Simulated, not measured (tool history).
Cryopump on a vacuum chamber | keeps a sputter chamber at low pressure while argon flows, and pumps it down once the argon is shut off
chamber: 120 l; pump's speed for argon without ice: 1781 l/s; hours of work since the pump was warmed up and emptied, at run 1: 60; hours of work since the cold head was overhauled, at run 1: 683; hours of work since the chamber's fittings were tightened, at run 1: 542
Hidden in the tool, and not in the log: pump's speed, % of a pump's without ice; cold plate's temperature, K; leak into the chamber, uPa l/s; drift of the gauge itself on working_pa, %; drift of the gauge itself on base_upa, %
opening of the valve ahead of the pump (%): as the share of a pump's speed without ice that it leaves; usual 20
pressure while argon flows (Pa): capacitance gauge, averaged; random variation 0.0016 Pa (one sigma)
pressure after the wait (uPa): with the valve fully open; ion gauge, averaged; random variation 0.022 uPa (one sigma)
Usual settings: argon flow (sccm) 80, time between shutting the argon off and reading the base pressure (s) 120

run,hour,argon flow (sccm),time between shutting the argon off and reading the base pressure (s),opening of the valve ahead of the pump (%),hours of work since the pump was warmed up and emptied,hours of work since the cold head was overhauled,hours of work since the chamber's fittings were tightened,pressure while argon flows (Pa),pressure after the wait (uPa)
1,0.0,80,120,20,60,683,542,0.3849,1.11
2,37.5,80,120,20,75,699,558,0.3809,1.12
3,71.2,80,120,20,89,712,571,0.3801,1.20
4,114.1,80,142,20,106,730,589,0.3836,1.10
5,166.4,80,142,20,128,751,610,0.3801,1.08
6,218.7,80,142,20,149,772,631,0.3823,1.13
7,262.3,80,142,20,167,790,649,0.3845,1.17
8,300.3,80,50,20,182,805,664,0.3862,2.01
9,340.2,80,50,20,198,822,681,0.3881,2.01
10,375.8,80,120,18,213,836,695,0.4290,1.31
11,399.5,80,38,16,222,846,705,0.4802,2.42
12,423.7,80,38,16,232,855,715,0.4834,2.44
13,450.1,80,38,16,243,866,725,0.4782,2.47
14,505.1,103,54,23,265,889,748,0.4332,1.98
15,548.5,80,27,26,283,906,765,0.2997,3.06
16,590.2,95,120,23,300,923,782,0.4020,1.41
17,638.7,93,288,20,320,943,802,0.4501,1.09
18,694.1,93,288,20,342,965,824,0.4542,1.16

Forecast each of these 5 alternatives for the next run:
A,747.3,96,35,27,364,987,846,?,?
B,747.3,40,166,49,364,987,846,?,?
C,747.3,37,179,16,364,987,846,?,?
D,747.3,80,133,24,364,987,846,?,?
E,747.3,156,161,24,364,987,846,?,?

run,pressure while argon flows (Pa),pressure after the wait (uPa)
A,0.3490,2.67
B,0.0832,1.32
C,0.2257,1.31
D,0.3248,1.40
E,0.6342,1.33
Without the tool's hidden state the same runs would have given:
run,pressure while argon flows (Pa),pressure after the wait (uPa)
A,0.3370,1.92
B,0.0782,0.54
C,0.2210,0.53
D,0.3148,0.65
E,0.6147,0.56

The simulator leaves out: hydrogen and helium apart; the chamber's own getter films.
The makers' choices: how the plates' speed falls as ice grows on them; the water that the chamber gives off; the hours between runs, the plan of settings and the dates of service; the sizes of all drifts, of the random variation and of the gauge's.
